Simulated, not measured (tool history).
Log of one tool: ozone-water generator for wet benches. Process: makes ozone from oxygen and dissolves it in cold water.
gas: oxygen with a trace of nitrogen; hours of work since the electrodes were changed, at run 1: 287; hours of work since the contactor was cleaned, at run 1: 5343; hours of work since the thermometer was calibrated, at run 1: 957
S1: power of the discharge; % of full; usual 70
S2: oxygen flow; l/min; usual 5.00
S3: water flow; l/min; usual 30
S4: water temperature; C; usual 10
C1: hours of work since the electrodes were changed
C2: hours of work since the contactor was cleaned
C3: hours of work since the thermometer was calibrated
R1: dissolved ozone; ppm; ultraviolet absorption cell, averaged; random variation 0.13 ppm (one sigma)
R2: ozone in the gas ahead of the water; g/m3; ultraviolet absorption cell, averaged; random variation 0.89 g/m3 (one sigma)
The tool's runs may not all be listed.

{"run": 1, "hour": 0.0, "S1": 70, "S2": 5.0, "S3": 30, "S4": 10, "C1": 287, "C2": 5343, "C3": 957, "R1": 13.4, "R2": 147.0}
{"run": 2, "hour": 16.5, "S1": 70, "S2": 5.0, "S3": 30, "S4": 10, "C1": 298, "C2": 5353, "C3": 968, "R1": 13.4, "R2": 147.2}
{"run": 3, "hour": 39.6, "S1": 44, "S2": 5.0, "S3": 30, "S4": 10, "C1": 313, "C2": 5368, "C3": 983, "R1": 10.1, "R2": 107.8}
{"run": 4, "hour": 65.8, "S1": 44, "S2": 5.0, "S3": 30, "S4": 10, "C1": 330, "C2": 5385, "C3": 1000, "R1": 9.7, "R2": 105.8}
{"run": 5, "hour": 78.6, "S1": 44, "S2": 5.0, "S3": 30, "S4": 10, "C1": 339, "C2": 5394, "C3": 1009, "R1": 9.8, "R2": 107.2}
{"run": 6, "hour": 107.4, "S1": 44, "S2": 5.0, "S3": 30, "S4": 10, "C1": 357, "C2": 5412, "C3": 1027, "R1": 9.7, "R2": 107.1}
{"run": 7, "hour": 133.1, "S1": 40, "S2": 5.0, "S3": 30, "S4": 10, "C1": 374, "C2": 5429, "C3": 1044, "R1": 9.3, "R2": 100.3}
{"run": 8, "hour": 161.1, "S1": 61, "S2": 4.25, "S3": 30, "S4": 18, "C1": 392, "C2": 5447, "C3": 1062, "R1": 11.0, "R2": 141.9}
{"run": 9, "hour": 178.3, "S1": 70, "S2": 5.23, "S3": 30, "S4": 15, "C1": 403, "C2": 5459, "C3": 1073, "R1": 12.8, "R2": 144.4}
{"run": 10, "hour": 192.5, "S1": 70, "S2": 6.97, "S3": 35, "S4": 15, "C1": 413, "C2": 5468, "C3": 1083, "R1": 12.1, "R2": 128.7}
{"run": 11, "hour": 209.1, "S1": 49, "S2": 7.25, "S3": 18, "S4": 11, "C1": 423, "C2": 5479, "C3": 1093, "R1": 17.6, "R2": 100.9}
{"run": 12, "hour": 232.1, "S1": 70, "S2": 5.72, "S3": 30, "S4": 5, "C1": 438, "C2": 5493, "C3": 1108, "R1": 14.8, "R2": 138.7}
{"run": 13, "hour": 245.5, "S1": 70, "S2": 5.72, "S3": 30, "S4": 5, "C1": 447, "C2": 5502, "C3": 1117, "R1": 14.8, "R2": 138.8}

Forecast each of these 4 alternatives for the next run:
{"run": "A", "hour": 269.1, "S1": 46, "S2": 2.94, "S3": 25, "S4": 5, "C1": 462, "C2": 5518, "C3": 1132, "R1": "?", "R2": "?"}
{"run": "B", "hour": 269.1, "S1": 70, "S2": 2.9, "S3": 41, "S4": 5, "C1": 462, "C2": 5518, "C3": 1132, "R1": "?", "R2": "?"}
{"run": "C", "hour": 269.1, "S1": 45, "S2": 3.55, "S3": 47, "S4": 10, "C1": 462, "C2": 5518, "C3": 1132, "R1": "?", "R2": "?"}
{"run": "D", "hour": 269.1, "S1": 70, "S2": 6.59, "S3": 30, "S4": 7, "C1": 462, "C2": 5518, "C3": 1132, "R1": "?", "R2": "?"}

run=A R1=10.2 R2=134.0
run=B R1=7.7 R2=178.3
run=C R1=5.1 R2=122.4
run=D R1=15.0 R2=131.6
Without the tool's hidden state the same runs would have given:
run=A R1=10.7 R2=134.3
run=B R1=8.3 R2=178.8
run=C R1=5.5 R2=122.6
run=D R1=15.8 R2=131.9
